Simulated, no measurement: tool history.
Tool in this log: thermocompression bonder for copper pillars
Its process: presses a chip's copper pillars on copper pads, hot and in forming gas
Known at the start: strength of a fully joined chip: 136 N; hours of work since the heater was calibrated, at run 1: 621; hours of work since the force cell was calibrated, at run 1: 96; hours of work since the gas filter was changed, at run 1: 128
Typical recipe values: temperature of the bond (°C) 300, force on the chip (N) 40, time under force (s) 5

| run | hour | temperature of the bond (°C) | force on the chip (N) | time under force (s) | hours of work since the heater was calibrated | hours of work since the force cell was calibrated | hours of work since the gas filter was changed | force that shears a chip off (N) |
|---|---|---|---|---|---|---|---|---|
| 1 | 0.0 | 300 | 40 | 5 | 621 | 96 | 128 | 47.5 |
| 2 | 4.8 | 300 | 40 | 5 | 625 | 100 | 131 | 47.2 |
| 3 | 10.7 | 300 | 40 | 5 | 629 | 104 | 135 | 48.1 |
| 4 | 17.6 | 300 | 31 | 5 | 633 | 108 | 140 | 36.1 |
| 5 | 21.5 | 300 | 31 | 5 | 636 | 111 | 143 | 34.5 |
| 6 | 29.9 | 300 | 31 | 5 | 642 | 117 | 149 | 34.7 |
| 7 | 38.1 | 288 | 36 | 5 | 648 | 123 | 154 | 35.4 |
|  | 40.4 | force cell calibrated |
| 8 | 44.4 | 315 | 40 | 14 | 651 | 3 | 158 | 80.7 |
| 9 | 52.1 | 327 | 28 | 3 | 656 | 8 | 163 | 36.7 |
| 10 | 59.9 | 283 | 32 | 3 | 662 | 13 | 168 | 22.6 |
| 11 | 64.8 | 319 | 40 | 3 | 665 | 17 | 172 | 48.6 |

What would each run have given without the hidden state, its run-to-run variation left as it was?
The hidden state here: true temperature of the bond over the reading, C; force that reaches the chip, % of what is set; oxide that the forming gas leaves, % of the face; drift of the gauge itself on shear_n, %.
| run | force that shears a chip off (N) |
|---|---|
| 1 | 50.3 |
| 2 | 50.0 |
| 3 | 51.0 |
| 4 | 38.5 |
| 5 | 36.8 |
| 6 | 37.1 |
| 7 | 37.9 |
| 8 | 85.2 |
| 9 | 39.3 |
| 10 | 24.5 |
| 11 | 52.1 |

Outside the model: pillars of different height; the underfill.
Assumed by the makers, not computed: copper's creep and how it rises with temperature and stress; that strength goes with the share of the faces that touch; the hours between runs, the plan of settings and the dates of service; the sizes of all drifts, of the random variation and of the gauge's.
